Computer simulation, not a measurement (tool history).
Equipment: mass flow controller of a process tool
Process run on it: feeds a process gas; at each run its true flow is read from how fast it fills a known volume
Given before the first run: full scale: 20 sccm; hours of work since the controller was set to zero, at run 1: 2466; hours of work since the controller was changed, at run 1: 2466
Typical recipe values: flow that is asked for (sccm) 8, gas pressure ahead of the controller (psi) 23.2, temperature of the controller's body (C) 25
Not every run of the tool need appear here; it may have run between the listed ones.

| run | hour | flow that is asked for (sccm) | gas pressure ahead of the controller (psi) | temperature of the controller's body (C) | hours of work since the controller was set to zero | hours of work since the controller was changed | true flow (%) |
|---|---|---|---|---|---|---|---|
| 1 | 0.0 | 8 | 23.2 | 25 | 2466 | 2466 | 98.13 |
| 2 | 58.6 | 8 | 23.2 | 25 | 2492 | 2492 | 98.29 |
| 3 | 201.1 | 8 | 23.2 | 25 | 2555 | 2555 | 98.14 |
| 4 | 332.1 | 8 | 23.2 | 25 | 2613 | 2613 | 98.08 |
| 5 | 449.1 | 12 | 23.2 | 25 | 2665 | 2665 | 99.03 |
| 6 | 562.7 | 12 | 23.2 | 25 | 2715 | 2715 | 99.01 |
| 7 | 692.8 | 12 | 23.2 | 25 | 2773 | 2773 | 99.02 |
| 8 | 759.6 | 8 | 23.2 | 21 | 2802 | 2802 | 97.86 |
| 9 | 843.6 | 8 | 23.2 | 34 | 2839 | 2839 | 99.06 |
| 10 | 910.0 | 8 | 23.1 | 25 | 2869 | 2869 | 98.20 |
| 11 | 1051.9 | 11 | 23.2 | 25 | 2932 | 2932 | 98.75 |
|  | 1062.2 | controller's zero set anew |
| 12 | 1141.6 | 4 | 32.2 | 25 | 35 | 2971 | 95.97 |
| 13 | 1216.2 | 4 | 32.2 | 23 | 68 | 3004 | 95.71 |
| 14 | 1328.8 | 6 | 32.9 | 20 | 118 | 3054 | 96.63 |
| 15 | 1410.3 | 6 | 32.9 | 20 | 154 | 3090 | 96.69 |
|  | 1438.6 | controller's zero set anew, once more |
| 16 | 1515.7 | 6 | 31.2 | 38 | 34 | 3137 | 100.25 |
| 17 | 1639.9 | 12 | 31.2 | 38 | 89 | 3192 | 100.91 |
| 18 | 1764.4 | 5 | 21.5 | 25 | 144 | 3247 | 98.96 |
| 19 | 1845.3 | 7 | 23.2 | 24 | 180 | 3283 | 99.06 |
| 20 | 1941.6 | 8 | 32.2 | 25 | 223 | 3326 | 99.29 |
| 21 | 2022.1 | 8 | 32.2 | 25 | 259 | 3361 | 99.27 |
| 22 | 2081.5 | 8 | 32.2 | 25 | 285 | 3388 | 99.27 |

Branching from run 22: 3 alternative next runs. What would each branch give?
| A | 2186.9 | 4 | 39.2 | 38 | 332 | 3434 | ? |
| B | 2186.9 | 20 | 27.6 | 24 | 332 | 3434 | ? |
| C | 2186.9 | 8 | 37.3 | 25 | 332 | 3434 | ? |

| run | true flow (%) |
|---|---|
| A | 99.88 |
| B | 100.76 |
| C | 99.32 |
Stripped of hidden state, with their random variation kept, the same runs would have yielded:
| run | true flow (%) |
|---|---|
| A | 99.25 |
| B | 99.91 |
| C | 98.55 |
